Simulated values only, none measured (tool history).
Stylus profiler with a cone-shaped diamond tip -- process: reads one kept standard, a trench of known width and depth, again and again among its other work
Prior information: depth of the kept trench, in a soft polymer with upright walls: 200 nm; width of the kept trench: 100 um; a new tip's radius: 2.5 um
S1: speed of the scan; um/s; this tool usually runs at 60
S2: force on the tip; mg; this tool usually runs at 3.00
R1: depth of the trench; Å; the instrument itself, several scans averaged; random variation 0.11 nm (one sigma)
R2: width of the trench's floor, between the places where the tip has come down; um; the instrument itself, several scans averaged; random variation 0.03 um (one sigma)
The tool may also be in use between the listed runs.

{"run": 1, "hour": 0.0, "S1": 60, "S2": 3.0, "R1": 2025.9, "R2": 97.79}
{"run": 2, "hour": 70.6, "S1": 60, "S2": 3.0, "R1": 2027.5, "R2": 97.82}
{"run": 3, "hour": 154.9, "S1": 60, "S2": 3.0, "R1": 2027.4, "R2": 97.79}
{"run": 4, "hour": 212.3, "S1": 60, "S2": 3.0, "R1": 2028.9, "R2": 97.79}
{"run": 5, "hour": 260.2, "S1": 60, "S2": 3.0, "R1": 2027.0, "R2": 97.83}
{"run": 6, "hour": 339.5, "S1": 60, "S2": 3.0, "R1": 2029.9, "R2": 97.77}
{"run": 7, "hour": 408.4, "S1": 60, "S2": 3.0, "R1": 2028.8, "R2": 97.79}
{"run": 8, "hour": 487.9, "S1": 59, "S2": 8.29, "R1": 2053.1, "R2": 97.82}
{"run": 9, "hour": 560.9, "S1": 57, "S2": 5.95, "R1": 2044.1, "R2": 97.87}
{"run": 10, "hour": 612.9, "S1": 65, "S2": 1.97, "R1": 2019.3, "R2": 97.68}
{"run": 11, "hour": 694.0, "S1": 38, "S2": 4.28, "R1": 2033.2, "R2": 97.9}
{"run": 12, "hour": 773.0, "S1": 75, "S2": 3.23, "R1": 2029.6, "R2": 97.75}
{"hour": 811.0, "done": "new tip fitted, height scale calibrated"}
{"run": 13, "hour": 838.3, "S1": 75, "S2": 3.23, "R1": 2027.3, "R2": 97.74}
{"run": 14, "hour": 873.1, "S1": 196, "S2": 1.07, "R1": 2014.6, "R2": 96.68}

Each row is a separate what-if for the run after 14, all from the same tool condition, not one after another. Results?
{"run": "A", "hour": 934.6, "S1": 54, "S2": 5.77, "R1": "?", "R2": "?"}
{"run": "B", "hour": 934.6, "S1": 60, "S2": 4.58, "R1": "?", "R2": "?"}
{"run": "C", "hour": 934.6, "S1": 67, "S2": 2.25, "R1": "?", "R2": "?"}
{"run": "D", "hour": 934.6, "S1": 38, "S2": 2.31, "R1": "?", "R2": "?"}

run=A R1=2040.8 R2=97.87
run=B R1=2037.4 R2=97.87
run=C R1=2021.2 R2=97.68
run=D R1=2022.4 R2=97.82
Stripped of hidden state, with their random variation kept, the same runs would have yielded:
run=A R1=2040.8 R2=97.87
run=B R1=2037.4 R2=97.87
run=C R1=2021.2 R2=97.68
run=D R1=2022.4 R2=97.82

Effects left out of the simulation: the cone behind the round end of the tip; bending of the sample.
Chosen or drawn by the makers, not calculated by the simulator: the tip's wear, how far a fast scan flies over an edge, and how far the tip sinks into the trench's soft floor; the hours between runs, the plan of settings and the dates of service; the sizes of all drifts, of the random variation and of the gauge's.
